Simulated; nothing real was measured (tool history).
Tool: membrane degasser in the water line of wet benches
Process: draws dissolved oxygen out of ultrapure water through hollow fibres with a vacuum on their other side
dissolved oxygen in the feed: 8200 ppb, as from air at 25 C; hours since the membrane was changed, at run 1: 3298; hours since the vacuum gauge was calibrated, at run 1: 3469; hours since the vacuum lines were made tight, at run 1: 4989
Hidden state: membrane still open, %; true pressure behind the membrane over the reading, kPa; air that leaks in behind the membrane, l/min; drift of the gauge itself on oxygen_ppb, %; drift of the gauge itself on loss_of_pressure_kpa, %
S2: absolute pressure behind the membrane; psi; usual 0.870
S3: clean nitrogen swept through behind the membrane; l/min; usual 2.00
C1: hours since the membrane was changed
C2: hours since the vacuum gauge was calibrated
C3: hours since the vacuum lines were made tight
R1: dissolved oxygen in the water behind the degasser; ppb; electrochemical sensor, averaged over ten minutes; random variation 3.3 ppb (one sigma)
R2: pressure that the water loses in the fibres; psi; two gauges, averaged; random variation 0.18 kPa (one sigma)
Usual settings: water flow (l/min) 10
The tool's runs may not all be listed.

Run 1, day 0.000: usual settings; C1 3298; C2 3469; C3 4989. Result: R1 328.4 ppb, R2 4.435 psi.
Run 2, day 3.142: usual settings but water flow (l/min) 7; C1 3374; C2 3545; C3 5065. Result: R1 116.2 ppb, R2 3.140 psi.
Run 3, day 7.846: usual settings but water flow (l/min) 7; C1 3487; C2 3658; C3 5178. Result: R1 115.9 ppb, R2 3.115 psi.
Run 4, day 10.688: usual settings but water flow (l/min) 7; C1 3555; C2 3726; C3 5246. Result: R1 116.3 ppb, R2 3.111 psi.
Run 5, day 16.529: usual settings but water flow (l/min) 8; C1 3695; C2 3866; C3 5386. Result: R1 171.7 ppb, R2 3.537 psi.
Run 6, day 21.808: usual settings but water flow (l/min) 8; C1 3822; C2 3993; C3 5513. Result: R1 171.7 ppb, R2 3.551 psi.
Run 7, day 27.554: usual settings but water flow (l/min) 8; C1 3960; C2 4131; C3 5651. Result: R1 176.1 ppb, R2 3.571 psi.
Run 8, day 31.133: usual settings; C1 4046; C2 4217; C3 5737. Result: R1 329.9 ppb, R2 4.429 psi.
Run 9, day 36.892: usual settings; C1 4184; C2 4355; C3 5875. Result: R1 326.6 ppb, R2 4.457 psi.
Run 10, day 40.083: usual settings; C1 4260; C2 4431; C3 5952. Result: R1 318.5 ppb, R2 4.402 psi.
Run 11, day 44.992: usual settings but water flow (l/min) 9; C1 4378; C2 4549; C3 6069. Result: R1 245.4 ppb, R2 3.958 psi.
Run 12, day 47.921: usual settings but water flow (l/min) 9; C1 4448; C2 4619; C3 6140. Result: R1 245.5 ppb, R2 4.039 psi.
Run 13, day 51.471: usual settings but S2 1.447 psi; C1 4534; C2 4705; C3 6225. Result: R1 369.8 ppb, R2 4.451 psi.
Run 14, day 54.025: usual settings but S3 1.15 l/min; C1 4595; C2 4766; C3 6286. Result: R1 348.3 ppb, R2 4.406 psi.
Run 15, day 57.971: usual settings but water flow (l/min) 8, S2 0.986 psi, S3 2.60 l/min; C1 4690; C2 4861; C3 6381. Result: R1 175.8 ppb, R2 3.575 psi.
Run 16, day 61.488: usual settings but water flow (l/min) 8, S2 1.690 psi, S3 5.60 l/min; C1 4774; C2 4945; C3 6465. Result: R1 179.5 ppb, R2 3.565 psi.
Run 17, day 65.458: usual settings but S2 0.590 psi, S3 2.84 l/min; C1 4869; C2 5040; C3 6560. Result: R1 298.4 ppb, R2 4.467 psi.
Run 18, day 69.617: usual settings but water flow (l/min) 9, S2 1.652 psi, S3 1.72 l/min; C1 4969; C2 5140; C3 6660. Result: R1 315.9 ppb, R2 4.007 psi.
Run 19, day 73.004: usual settings but water flow (l/min) 14, S2 1.652 psi, S3 0.94 l/min; C1 5050; C2 5221; C3 6742. Result: R1 903.9 ppb, R2 6.206 psi.
Run 20, day 77.583: usual settings but water flow (l/min) 14, S2 1.652 psi, S3 0.94 l/min; C1 5160; C2 5331; C3 6851. Result: R1 911.3 ppb, R2 6.192 psi.

4 ways to go on from here, each from the tool as it stands after run 20. What would each give?
Run A, day 80.792: usual settings but S3 1.40 l/min; C1 5237; C2 5408; C3 6928. Result: R1 ?, R2 ?.
Run B, day 80.792: usual settings but water flow (l/min) 7, S2 1.244 psi, S3 4.67 l/min; C1 5237; C2 5408; C3 6928. Result: R1 ?, R2 ?.
Run C, day 80.792: usual settings but water flow (l/min) 16, S2 0.648 psi, S3 1.48 l/min; C1 5237; C2 5408; C3 6928. Result: R1 ?, R2 ?.
Run D, day 80.792: usual settings but water flow (l/min) 9, S2 0.730 psi, S3 1.14 l/min; C1 5237; C2 5408; C3 6928. Result: R1 ?, R2 ?.

run     R1     R2
  A  338.2  4.440
  B  112.8  3.092
  C  863.3  7.118
  D  249.9  4.003
Without the tool's hidden state the same runs would have given:
run     R1     R2
  A  337.9  4.438
  B  112.7  3.091
  C  862.8  7.117
  D  249.7  4.002
